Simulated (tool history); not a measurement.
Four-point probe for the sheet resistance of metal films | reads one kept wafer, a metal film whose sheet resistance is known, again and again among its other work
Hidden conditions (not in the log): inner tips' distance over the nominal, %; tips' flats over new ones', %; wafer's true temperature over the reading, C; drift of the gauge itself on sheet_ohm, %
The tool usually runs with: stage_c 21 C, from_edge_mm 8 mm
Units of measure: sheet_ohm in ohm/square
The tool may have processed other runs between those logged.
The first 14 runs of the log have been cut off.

| run | hour | stage_c | from_edge_mm | touches since the probe head was changed | hours of work since the stage's thermometer was calibrated | sheet_ohm |
|---|---|---|---|---|---|---|
| 15 | 595.4 | 21 | 8 | 3084 | 322 | 6.406546 |
| 16 | 652.7 | 21 | 3 | 5316 | 356 | 6.873648 |
| 17 | 701.9 | 21 | 3 | 7229 | 384 | 6.875385 |
| 18 | 730.7 | 35 | 8 | 8353 | 401 | 6.384604 |
| 19 | 789.1 | 35 | 8 | 10626 | 436 | 6.385176 |
| 20 | 817.9 | 35 | 8 | 11748 | 453 | 6.385376 |
| 21 | 872.6 | 35 | 8 | 13875 | 485 | 6.383303 |
| 22 | 920.8 | 35 | 8 | 15754 | 513 | 6.385611 |
| 23 | 948.9 | 34 | 8 | 16849 | 530 | 6.385597 |
| 24 | 976.7 | 33 | 18 | 17932 | 546 | 6.319612 |
| 25 | 1033.1 | 33 | 18 | 20126 | 579 | 6.319264 |
| 26 | 1081.3 | 23 | 4 | 22004 | 607 | 6.643758 |
| 27 | 1139.5 | 30 | 6 | 24271 | 642 | 6.458721 |
| 28 | 1197.7 | 30 | 8 | 26535 | 676 | 6.391716 |
| 29 | 1245.1 | 19 | 8 | 28382 | 704 | 6.41079 |
| 30 | 1290.4 | 20 | 3 | 30145 | 730 | 6.877216 |
| 31 | 1333.3 | 20 | 3 | 31815 | 755 | 6.875509 |
| 32 | 1379.2 | 20 | 3 | 33600 | 782 | 6.877545 |
| 33 | 1426.4 | 20 | 6 | 35439 | 810 | 6.472494 |

Predict the results of run 34:
| 34 | 1486.2 | 27 | 6 | 37767 | 845 | ? |

{"run 34": {"sheet_ohm": 6.462462}}
If the tool had no hidden condition, the same run with the same run-to-run variation would have returned sheet_ohm 6.462121 ohm/square.
